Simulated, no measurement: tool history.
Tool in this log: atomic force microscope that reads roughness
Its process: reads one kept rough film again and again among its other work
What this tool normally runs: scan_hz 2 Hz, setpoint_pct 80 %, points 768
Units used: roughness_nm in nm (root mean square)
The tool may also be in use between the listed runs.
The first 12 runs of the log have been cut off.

| run | hour | scan_hz | setpoint_pct | points | roughness_nm |
|---|---|---|---|---|---|
|  | 470.2 | new tip fitted |
| 13 | 493.4 | 2.72 | 80 | 768 | 3.647 |
|  | 524.5 | new tip fitted |
| 14 | 536.5 | 2.72 | 80 | 768 | 3.748 |
| 15 | 567.5 | 2 | 77 | 768 | 3.6 |
|  | 580.6 | new tip fitted |
| 16 | 592.7 | 2 | 77 | 768 | 3.935 |
|  | 634.3 | new tip fitted |
| 17 | 634.3 | 1.51 | 55 | 331 | 4.444 |
| 18 | 682.4 | 1.51 | 55 | 331 | 3.851 |
|  | 688.7 | new tip fitted |
| 19 | 704.2 | 2.72 | 55 | 800 | 4.215 |
| 20 | 735.4 | 0.65 | 61 | 864 | 4.011 |
|  | 744.5 | new tip fitted |
| 21 | 780.5 | 0.65 | 61 | 864 | 4.057 |
|  | 802 | new tip fitted |
| 22 | 812.7 | 0.65 | 61 | 864 | 4.398 |
| 23 | 844.2 | 3.01 | 74 | 768 | 3.569 |
|  | 856.5 | new tip fitted |
| 24 | 884.2 | 2 | 80 | 335 | 3.668 |
|  | 911.8 | new tip fitted |
| 25 | 931.3 | 1.19 | 71 | 335 | 4.093 |
|  | 967.5 | new tip fitted |
| 26 | 979.6 | 0.69 | 80 | 318 | 4.201 |
| 27 | 1018.8 | 0.9 | 79 | 768 | 3.745 |
|  | 1023.1 | new tip fitted |
| 28 | 1060.5 | 1.74 | 78 | 297 | 3.688 |
|  | 1077.1 | new tip fitted |
| 29 | 1109.9 | 1.74 | 76 | 289 | 3.756 |
|  | 1133 | new tip fitted |
| 30 | 1137.6 | 1.74 | 71 | 276 | 4.157 |
| 31 | 1167.3 | 1.74 | 71 | 276 | 3.8 |

What if the next run were any one of these 3? Each begins from the tool's condition after run 31:
|  | 1190.7 | new tip fitted |
| A | 1203.8 | 0.6 | 81 | 768 | ? |
|  | 1190.7 | new tip fitted |
| B | 1203.8 | 1.74 | 80 | 276 | ? |
|  | 1190.7 | new tip fitted |
| C | 1203.8 | 0.61 | 80 | 928 | ? |

| run | roughness_nm |
|---|---|
| A | 4.166 |
| B | 3.877 |
| C | 4.183 |
The same runs, with their run-to-run variation unchanged, on a tool lacking any hidden condition would have given:
| run | roughness_nm |
|---|---|
| A | 4.405 |
| B | 4.1 |
| C | 4.424 |
